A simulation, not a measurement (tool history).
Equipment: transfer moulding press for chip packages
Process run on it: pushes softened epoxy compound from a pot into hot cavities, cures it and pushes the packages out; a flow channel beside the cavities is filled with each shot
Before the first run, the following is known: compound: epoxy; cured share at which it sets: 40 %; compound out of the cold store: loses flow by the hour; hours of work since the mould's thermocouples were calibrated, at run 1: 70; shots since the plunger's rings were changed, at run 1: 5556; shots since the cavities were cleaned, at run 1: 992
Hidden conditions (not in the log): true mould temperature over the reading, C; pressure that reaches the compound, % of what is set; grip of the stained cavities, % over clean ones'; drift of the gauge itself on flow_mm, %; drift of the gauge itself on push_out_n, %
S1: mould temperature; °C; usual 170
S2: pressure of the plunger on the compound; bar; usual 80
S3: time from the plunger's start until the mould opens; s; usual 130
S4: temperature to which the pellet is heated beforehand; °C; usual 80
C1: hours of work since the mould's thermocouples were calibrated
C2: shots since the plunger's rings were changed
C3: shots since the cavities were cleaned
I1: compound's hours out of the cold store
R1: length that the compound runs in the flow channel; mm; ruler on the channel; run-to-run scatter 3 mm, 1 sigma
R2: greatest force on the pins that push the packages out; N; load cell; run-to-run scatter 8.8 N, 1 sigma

Run 1, hour 0: usual settings; C1 70; C2 5556; C3 992; I1 42.6. Result: R1 915 mm, R2 395 N.
At hour 11.4: plunger's sealing rings changed.
At hour 12.9: cavities cleaned with cleaning compound and waxed.
Run 2, hour 69.5: usual settings but S2 92.3 bar; C1 119; C2 596; C3 596; I1 16.7. Result: R1 1076 mm, R2 405 N.
At hour 118: cavities cleaned with cleaning compound and waxed.
Run 3, hour 127.9: usual settings but S2 92.3 bar; C1 161; C2 1196; C3 104; I1 8.5. Result: R1 1110 mm, R2 428 N.
At hour 222.9: cavities cleaned with cleaning compound and waxed.
Run 4, hour 227: usual settings but S2 92.3 bar; C1 234; C2 2224; C3 43; I1 25.4. Result: R1 1042 mm, R2 396 N.
Run 5, hour 311.1: usual settings but S2 92.3 bar; C1 297; C2 3110; C3 929; I1 15.9. Result: R1 1082 mm, R2 422 N.
At hour 330.8: cavities cleaned with cleaning compound and waxed.
Run 6, hour 412.4: usual settings but S2 92.3 bar; C1 371; C2 4162; C3 861; I1 27.8. Result: R1 1038 mm, R2 408 N.
At hour 436.2: cavities cleaned with cleaning compound and waxed.
Run 7, hour 483.3: usual settings; C1 423; C2 4892; C3 496; I1 15.5. Result: R1 1004 mm, R2 408 N.
At hour 542.1: cavities cleaned with cleaning compound and waxed.
Run 8, hour 542.1: usual settings; C1 466; C2 5497; C3 0; I1 44.9. Result: R1 905 mm, R2 404 N.
At hour 560.6: plunger's sealing rings changed.
Run 9, hour 591.3: usual settings; C1 501; C2 323; C3 491; I1 22.6. Result: R1 983 mm, R2 405 N.
At hour 640: mould's thermocouples calibrated.
At hour 657.8: cavities cleaned with cleaning compound and waxed.
Run 10, hour 667: usual settings; C1 19; C2 1084; C3 97; I1 14.6. Result: R1 1011 mm, R2 406 N.
Run 11, hour 738.4: usual settings; C1 72; C2 1836; C3 849; I1 41.6. Result: R1 920 mm, R2 414 N.
At hour 764: cavities cleaned with cleaning compound and waxed.
Run 12, hour 808.1: usual settings; C1 123; C2 2554; C3 463; I1 36.7. Result: R1 935 mm, R2 395 N.
At hour 873.4: cavities cleaned with cleaning compound and waxed.
Run 13, hour 893.3: usual settings; C1 186; C2 3437; C3 210; I1 40.4. Result: R1 926 mm, R2 398 N.
Run 14, hour 953.3: usual settings; C1 230; C2 4068; C3 841; I1 44.9. Result: R1 909 mm, R2 401 N.
At hour 978.3: cavities cleaned with cleaning compound and waxed.
Run 15, hour 1037.1: usual settings but S1 165 °C, S3 127 s, S4 79 °C; C1 292; C2 4935; C3 619; I1 35.5. Result: R1 970 mm, R2 561 N.
At hour 1084.6: cavities cleaned with cleaning compound and waxed.
At hour 1107.6: plunger's sealing rings changed.
Run 16, hour 1134.7: usual settings but S1 163 °C, S3 127 s, S4 72 °C; C1 361; C2 286; C3 502; I1 17.7. Result: R1 1047 mm, R2 692 N.
At hour 1197.8: cavities cleaned with cleaning compound and waxed.
Run 17, hour 1200.9: usual settings but S1 163 °C, S3 127 s, S4 72 °C; C1 410; C2 968; C3 34; I1 41.2. Result: R1 967 mm, R2 654 N.
Run 18, hour 1260: usual settings but S1 163 °C, S3 127 s, S4 72 °C; C1 454; C2 1590; C3 656; I1 36.8. Result: R1 983 mm, R2 698 N.
At hour 1302: cavities cleaned with cleaning compound and waxed.
Run 19, hour 1355.8: usual settings but S1 173 °C, S3 127 s, S4 72 °C; C1 524; C2 2583; C3 566; I1 12.9. Result: R1 1001 mm, R2 387 N.
At hour 1377.2: mould's thermocouples calibrated.
Run 20, hour 1398.6: usual settings but S1 167 °C, S2 90.2 bar, S3 129 s, S4 89 °C; C1 16; C2 3013; C3 996; I1 42.8. Result: R1 988 mm, R2 471 N.
At hour 1415.3: cavities cleaned with cleaning compound and waxed.
Run 21, hour 1445.5: usual settings but S1 174 °C, S2 68.4 bar, S3 129 s, S4 89 °C; C1 50; C2 3492; C3 319; I1 33.8. Result: R1 855 mm, R2 360 N.

Estimate the outcome of run 22 from the log above:
At hour 1519.5: cavities cleaned with cleaning compound and waxed.
Run 22, hour 1519.5: usual settings but S1 166 °C, S2 69.6 bar, S3 117 s, S4 88 °C; C1 104; C2 4255; C3 0; I1 45.9. Result: R1 ?, R2 ?.

Logged for run 22: R1 866 mm, R2 605 N.
Were there no unlogged condition in the tool, this run, its random variation unchanged, would have produced R1 866 mm, R2 604 N.

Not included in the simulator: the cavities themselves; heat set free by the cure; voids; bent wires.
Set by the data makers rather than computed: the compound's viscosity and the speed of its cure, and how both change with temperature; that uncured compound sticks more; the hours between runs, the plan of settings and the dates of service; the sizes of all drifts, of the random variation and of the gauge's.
